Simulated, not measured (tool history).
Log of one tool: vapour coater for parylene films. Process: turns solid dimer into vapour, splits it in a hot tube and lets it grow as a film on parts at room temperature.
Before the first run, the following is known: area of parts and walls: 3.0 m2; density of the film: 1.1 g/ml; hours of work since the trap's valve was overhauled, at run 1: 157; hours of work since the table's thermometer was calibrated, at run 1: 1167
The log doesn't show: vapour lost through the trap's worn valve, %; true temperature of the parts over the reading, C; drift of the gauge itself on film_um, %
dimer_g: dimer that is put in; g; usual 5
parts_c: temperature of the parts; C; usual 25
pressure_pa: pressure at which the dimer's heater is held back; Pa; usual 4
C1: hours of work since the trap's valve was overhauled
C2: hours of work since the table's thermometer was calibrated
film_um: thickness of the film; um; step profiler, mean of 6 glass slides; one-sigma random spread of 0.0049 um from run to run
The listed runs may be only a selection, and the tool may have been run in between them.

Run 1, day 0: usual settings; C1 157; C2 1167. Result: film_um 0.816 um.
Run 2, day 1.154: usual settings but pressure_pa 3.17 Pa; C1 180; C2 1190. Result: film_um 0.83 um.
Run 3, day 1.954: usual settings but pressure_pa 3.17 Pa; C1 196; C2 1206. Result: film_um 0.825 um.
Run 4, day 3.025: usual settings but pressure_pa 3.17 Pa; C1 217; C2 1227. Result: film_um 0.824 um.
Run 5, day 3.925: usual settings but pressure_pa 3.17 Pa; C1 235; C2 1244. Result: film_um 0.821 um.
Run 6, day 5.338: usual settings but pressure_pa 3.17 Pa; C1 263; C2 1272. Result: film_um 0.821 um.
Run 7, day 6.504: usual settings but pressure_pa 3.17 Pa; C1 286; C2 1295. Result: film_um 0.815 um.
Run 8, day 7.979: usual settings but pressure_pa 3.17 Pa; C1 315; C2 1324. Result: film_um 0.81 um.
Run 9, day 9.438: usual settings but dimer_g 8 g, pressure_pa 4.7 Pa; C1 344; C2 1353. Result: film_um 1.266 um.
At day 10.229: trap's valve overhauled.
Run 10, day 10.783: usual settings but dimer_g 2 g, pressure_pa 5.29 Pa; C1 11; C2 1376. Result: film_um 0.331 um.
Run 11, day 12.162: usual settings but dimer_g 2 g, pressure_pa 5.29 Pa; C1 38; C2 1403. Result: film_um 0.331 um.
Run 12, day 13.446: usual settings but dimer_g 2 g, pressure_pa 5.29 Pa; C1 63; C2 1429. Result: film_um 0.325 um.
Run 13, day 14.654: usual settings but dimer_g 2 g, pressure_pa 5.29 Pa; C1 87; C2 1453. Result: film_um 0.32 um.
Run 14, day 15.912: usual settings but dimer_g 2 g, pressure_pa 9.71 Pa; C1 112; C2 1477. Result: film_um 0.317 um.
Run 15, day 17.05: usual settings but parts_c 35 C, pressure_pa 5.79 Pa; C1 134; C2 1500. Result: film_um 0.583 um.
Run 16, day 18.425: usual settings but parts_c 35 C, pressure_pa 7.35 Pa; C1 162; C2 1527. Result: film_um 0.574 um.

Here are 4 independent what-if runs from the current tool condition. What would each one return?
Run A, day 19.325: usual settings but pressure_pa 2 Pa; C1 179; C2 1545. Result: film_um ?.
Run B, day 19.325: usual settings but parts_c 22 C, pressure_pa 3.26 Pa; C1 179; C2 1545. Result: film_um ?.
Run C, day 19.325: usual settings but dimer_g 6 g, parts_c 23 C, pressure_pa 7.63 Pa; C1 179; C2 1545. Result: film_um ?.
Run D, day 19.325: usual settings but dimer_g 6 g, parts_c 23 C, pressure_pa 4.2 Pa; C1 179; C2 1545. Result: film_um ?.

run  film_um
  A    0.864
  B    0.906
  C    1.011
  D    1.036
Take away the tool's hidden state, keep each run's random variation, and the runs would have read:
run  film_um
  A    0.904
  B    0.948
  C    1.058
  D    1.084
